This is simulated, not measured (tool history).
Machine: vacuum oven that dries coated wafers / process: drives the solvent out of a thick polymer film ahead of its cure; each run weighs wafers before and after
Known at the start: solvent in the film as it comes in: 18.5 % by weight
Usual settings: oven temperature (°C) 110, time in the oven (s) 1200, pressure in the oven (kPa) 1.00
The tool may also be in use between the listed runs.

run	hour	oven temperature (°C)	time in the oven (s)	pressure in the oven (kPa)	solvent left in the film (%)
1	0.0	110	1200	1.00	2.94
2	36.7	104	1200	1.00	4.49
3	73.1	101	1200	1.00	5.47
4	111.6	101	1200	1.00	5.47
5	158.6	110	1860	1.00	1.55
6	212.0	110	1860	1.00	1.52
7	240.6	110	1200	1.00	3.04
8	289.9	110	1200	1.00	3.00
9	348.8	113	1200	1.00	2.37
10	394.4	110	1200	1.00	3.14
11	429.7	110	1200	1.00	3.14
12	463.4	110	1200	1.00	3.05
13	492.3	110	1200	1.33	3.23
14	520.9	110	1200	1.33	3.22
15	568.9	110	1020	1.00	3.83
16	616.4	110	1200	1.00	3.11
17	645.8	110	1200	1.00	3.10
18	696.9	110	1200	3.97	4.31
19	723.8	103	1020	1.06	5.97
20	782.1	103	1020	1.06	6.04
21	812.4	123	1200	1.06	1.00
22	869.7	108	1440	3.17	3.84
23	922.7	97	1680	0.85	5.14
# hour 943.6: vacuum gauge cleaned of residue and calibrated
24	952.6	97	1680	0.85	4.95
25	984.1	97	1200	2.36	7.43
26	1027.0	97	2100	3.86	5.62
27	1080.7	118	1920	0.87	0.54
28	1135.2	118	1920	0.87	0.61
29	1181.9	118	1920	0.87	0.52
30	1233.4	118	1920	0.87	0.51
31	1268.9	118	1920	0.87	0.54

Subtracting, for every run, the result it would have given without the tool's unlogged condition from the measured result gives the following. The same run-to-run variation enters both numbers; the gauge's scatter may not:
The hidden state here: true wafer temperature over the reading, C; true pressure over the reading, kPa; drift of the gauge itself on solvent_pct, %.
run	solvent left in the film (%)
1	+0.18
2	+0.22
3	+0.25
4	+0.27
5	+0.20
6	+0.22
7	+0.26
8	+0.27
9	+0.27
10	+0.31
11	+0.33
12	+0.34
13	+0.35
14	+0.37
15	+0.39
16	+0.39
17	+0.40
18	+0.45
19	+0.50
20	+0.53
21	+0.23
22	+0.50
23	+0.65
24	+0.43
25	+0.45
26	+0.47
27	+0.09
28	+0.09
29	+0.11
30	+0.11
31	+0.11
